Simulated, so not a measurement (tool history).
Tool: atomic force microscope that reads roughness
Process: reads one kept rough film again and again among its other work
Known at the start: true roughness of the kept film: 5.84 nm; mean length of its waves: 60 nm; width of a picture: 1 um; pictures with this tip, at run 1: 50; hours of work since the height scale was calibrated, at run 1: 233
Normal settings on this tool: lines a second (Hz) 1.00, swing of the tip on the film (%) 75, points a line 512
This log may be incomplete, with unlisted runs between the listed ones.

run	hour	lines a second (Hz)	swing of the tip on the film (%)	points a line	pictures with this tip	hours of work since the height scale was calibrated	roughness of the kept film (nm (root mean square))
1	0.0	1.00	75	512	50	233	5.113
2	18.2	1.00	75	512	80	242	4.955
3	38.1	0.67	75	512	113	251	4.866
# hour 39.9: new tip fitted
4	48.9	1.00	75	1000	15	256	5.324
5	71.2	1.00	75	512	51	266	5.166
6	88.6	1.00	77	512	80	275	5.028
7	100.7	1.00	85	512	100	280	4.858
# hour 110.4: new tip fitted
8	119.2	0.88	75	512	15	289	5.354
9	141.9	1.00	61	308	52	299	5.258
10	156.4	0.56	75	968	76	306	5.176
11	167.6	1.40	78	892	94	312	4.852
# hour 180.6: new tip fitted
12	181.4	2.94	76	749	1	318	5.005
13	192.4	3.87	71	702	19	323	4.889
14	212.4	2.25	74	975	52	332	4.960

Predict each of these 4 candidate next runs independently; none follows another, all start after run 14:
A	227.3	1.00	76	931	77	339	?
B	227.3	3.52	55	411	77	339	?
C	227.3	0.94	69	535	77	339	?
D	227.3	1.29	75	512	77	339	?

run	roughness of the kept film (nm (root mean square))
A	5.029
B	5.060
C	5.108
D	4.976
What these runs would have given with no unlogged condition in the tool:
run	roughness of the kept film (nm (root mean square))
A	5.361
B	5.393
C	5.444
D	5.304
